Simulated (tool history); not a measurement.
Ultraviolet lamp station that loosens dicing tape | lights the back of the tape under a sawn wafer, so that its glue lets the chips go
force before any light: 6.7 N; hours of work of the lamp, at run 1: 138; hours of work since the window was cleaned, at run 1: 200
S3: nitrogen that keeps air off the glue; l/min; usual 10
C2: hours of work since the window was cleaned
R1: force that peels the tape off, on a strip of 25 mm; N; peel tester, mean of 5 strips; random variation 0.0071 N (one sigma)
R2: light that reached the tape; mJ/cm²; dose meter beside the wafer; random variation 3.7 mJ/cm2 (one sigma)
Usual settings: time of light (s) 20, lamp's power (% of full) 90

run 1 hour=0 | time_of_light_(s)=20 lamp's_power_(%_of_full)=90 S3=10 | hours_of_work_of_the_lamp=138 C2=200 | R1=0.292 R2=600
run 2 hour=7.2 | time_of_light_(s)=24 lamp's_power_(%_of_full)=90 S3=10 | hours_of_work_of_the_lamp=143 C2=206 | R1=0.199 R2=716
run 3 hour=15.4 | time_of_light_(s)=24 lamp's_power_(%_of_full)=90 S3=10 | hours_of_work_of_the_lamp=150 C2=212 | R1=0.2 R2=726
run 4 hour=22.1 | time_of_light_(s)=24 lamp's_power_(%_of_full)=90 S3=10 | hours_of_work_of_the_lamp=155 C2=217 | R1=0.192 R2=721
run 5 hour=26.5 | time_of_light_(s)=24 lamp's_power_(%_of_full)=90 S3=10 | hours_of_work_of_the_lamp=158 C2=220 | R1=0.211 R2=717
run 6 hour=31.6 | time_of_light_(s)=24 lamp's_power_(%_of_full)=90 S3=10 | hours_of_work_of_the_lamp=162 C2=224 | R1=0.197 R2=714
run 7 hour=37.5 | time_of_light_(s)=20 lamp's_power_(%_of_full)=90 S3=10 | hours_of_work_of_the_lamp=166 C2=228 | R1=0.28 R2=591
run 8 hour=42.4 | time_of_light_(s)=20 lamp's_power_(%_of_full)=90 S3=10 | hours_of_work_of_the_lamp=170 C2=232 | R1=0.277 R2=600
run 9 hour=52.7 | time_of_light_(s)=20 lamp's_power_(%_of_full)=90 S3=10 | hours_of_work_of_the_lamp=178 C2=240 | R1=0.283 R2=593
run 10 hour=59 | time_of_light_(s)=20 lamp's_power_(%_of_full)=90 S3=10 | hours_of_work_of_the_lamp=182 C2=244 | R1=0.282 R2=596
run 11 hour=69.1 | time_of_light_(s)=20 lamp's_power_(%_of_full)=90 S3=10 | hours_of_work_of_the_lamp=190 C2=252 | R1=0.295 R2=595
run 12 hour=76.2 | time_of_light_(s)=20 lamp's_power_(%_of_full)=90 S3=10 | hours_of_work_of_the_lamp=195 C2=257 | R1=0.293 R2=597
run 13 hour=84.3 | time_of_light_(s)=20 lamp's_power_(%_of_full)=90 S3=10 | hours_of_work_of_the_lamp=201 C2=263 | R1=0.291 R2=589
run 14 hour=89.1 | time_of_light_(s)=20 lamp's_power_(%_of_full)=90 S3=10 | hours_of_work_of_the_lamp=205 C2=267 | R1=0.284 R2=592
run 15 hour=96.7 | time_of_light_(s)=20 lamp's_power_(%_of_full)=90 S3=10 | hours_of_work_of_the_lamp=210 C2=273 | R1=0.285 R2=596
run 16 hour=102 | time_of_light_(s)=20 lamp's_power_(%_of_full)=90 S3=10 | hours_of_work_of_the_lamp=214 C2=277 | R1=0.309 R2=590
run 17 hour=109.5 | time_of_light_(s)=20 lamp's_power_(%_of_full)=90 S3=10 | hours_of_work_of_the_lamp=220 C2=282 | R1=0.288 R2=585
run 18 hour=118.4 | time_of_light_(s)=23 lamp's_power_(%_of_full)=72 S3=10 | hours_of_work_of_the_lamp=227 C2=289 | R1=0.361 R2=537
run 19 hour=128 | time_of_light_(s)=23 lamp's_power_(%_of_full)=72 S3=10 | hours_of_work_of_the_lamp=234 C2=296 | R1=0.367 R2=538
run 20 hour=133.5 | time_of_light_(s)=23 lamp's_power_(%_of_full)=72 S3=10 | hours_of_work_of_the_lamp=238 C2=300 | R1=0.352 R2=544
run 21 hour=139 | time_of_light_(s)=39 lamp's_power_(%_of_full)=89 S3=7 | hours_of_work_of_the_lamp=242 C2=304 | R1=0.132 R2=1130
-- hour=140.5 window cleaned of glue's vapour
run 22 hour=144.3 | time_of_light_(s)=39 lamp's_power_(%_of_full)=89 S3=7 | hours_of_work_of_the_lamp=246 C2=3 | R1=0.132 R2=1124
run 23 hour=150.7 | time_of_light_(s)=12 lamp's_power_(%_of_full)=96 S3=13 | hours_of_work_of_the_lamp=250 C2=8 | R1=0.709 R2=377
run 24 hour=155.6 | time_of_light_(s)=12 lamp's_power_(%_of_full)=96 S3=13 | hours_of_work_of_the_lamp=254 C2=11 | R1=0.685 R2=374
run 25 hour=162.9 | time_of_light_(s)=20 lamp's_power_(%_of_full)=90 S3=6 | hours_of_work_of_the_lamp=260 C2=17 | R1=0.413 R2=580
run 26 hour=171.9 | time_of_light_(s)=26 lamp's_power_(%_of_full)=87 S3=10 | hours_of_work_of_the_lamp=266 C2=23 | R1=0.195 R2=731
run 27 hour=180.4 | time_of_light_(s)=28 lamp's_power_(%_of_full)=90 S3=10 | hours_of_work_of_the_lamp=273 C2=30 | R1=0.161 R2=810
run 28 hour=186.8 | time_of_light_(s)=27 lamp's_power_(%_of_full)=81 S3=16 | hours_of_work_of_the_lamp=278 C2=35 | R1=0.174 R2=705
-- hour=191.9 window cleaned of glue's vapour, once more
run 29 hour=195.1 | time_of_light_(s)=40 lamp's_power_(%_of_full)=65 S3=10 | hours_of_work_of_the_lamp=283 C2=2 | R1=0.151 R2=856
run 30 hour=201.2 | time_of_light_(s)=19 lamp's_power_(%_of_full)=70 S3=10 | hours_of_work_of_the_lamp=288 C2=7 | R1=0.568 R2=435

Hidden state at the last listed run before each entry between runs and at the first one after, where it differs:
Between runs 21 and 22: window cleaned of glue's vapour (hour 140.5)
  light that the window lets through, % of a clean one's: 97.5 -> 97.1
  measured less the result without the state, R1: +0.005 -> +0.005 N; R2: -93 -> -98 mJ/cm²
Between runs 28 and 29: window cleaned of glue's vapour, once more (hour 191.9)
  lamp's light, % of a new lamp's: 94.3 -> 94.2; light that the window lets through, % of a clean one's: 96.8 -> 99.2
  measured less the result without the state, R1: +0.019 -> +0.01 N; R2: -67 -> -60 mJ/cm²
